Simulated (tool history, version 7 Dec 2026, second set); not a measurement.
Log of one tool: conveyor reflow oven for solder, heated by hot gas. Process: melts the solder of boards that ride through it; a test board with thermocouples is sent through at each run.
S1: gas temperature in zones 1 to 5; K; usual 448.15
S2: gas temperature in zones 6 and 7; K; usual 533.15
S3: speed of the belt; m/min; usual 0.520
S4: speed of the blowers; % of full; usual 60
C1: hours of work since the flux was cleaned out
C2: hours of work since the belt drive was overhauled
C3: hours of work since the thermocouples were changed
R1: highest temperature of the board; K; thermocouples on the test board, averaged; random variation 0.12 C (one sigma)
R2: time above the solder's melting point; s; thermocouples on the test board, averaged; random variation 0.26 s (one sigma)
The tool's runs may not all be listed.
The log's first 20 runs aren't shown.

run   hour      S1      S2     S3  S4  C1   C2  C3      R1    R2
 21  151.4  448.15  527.15  0.453  65  53  100  11  521.05  70.8
 22  158.5  456.15  535.15  0.503  77  56  104  15  528.75  71.4
 23  169.1  456.15  535.15  0.503  77  62  109  20  528.75  71.3
 24  174.5  448.15  547.15  0.520  78  64  112  23  538.55  70.5
 25  184.9  448.15  547.15  0.520  78  69  117  28  538.55  70.7
 26  195.4  448.15  533.15  0.520  69  75  122  33  524.45  62.7
 27  206.6  452.15  532.15  0.435  54  80  128  39  525.25  78.0
 28  214.2  448.15  533.15  0.520  74  84  132  43  525.05  62.9
 29  219.8  448.15  533.15  0.520  74  87  135  45  524.95  63.2
 30  227.5  447.15  534.15  0.496  51  91  139  49  523.25  63.3
 31  234.2  439.15  547.15  0.456  59  94  142  53  538.05  77.3

Forecast each of these 3 alternatives for the next run:
  A  239.6  448.15  533.15  0.550  60  97  145  55   ?   ?
  B  239.6  447.15  536.15  0.456  69  97  145  55   ?   ?
  C  239.6  439.15  547.15  0.456  70  97  145  55   ?   ?

run      R1    R2
  A  521.35  55.9
  B  529.35  75.8
  C  539.55  78.6
Without the tool's hidden state the same runs would have given:
run      R1    R2
  A  521.35  55.9
  B  529.25  75.7
  C  539.55  78.4

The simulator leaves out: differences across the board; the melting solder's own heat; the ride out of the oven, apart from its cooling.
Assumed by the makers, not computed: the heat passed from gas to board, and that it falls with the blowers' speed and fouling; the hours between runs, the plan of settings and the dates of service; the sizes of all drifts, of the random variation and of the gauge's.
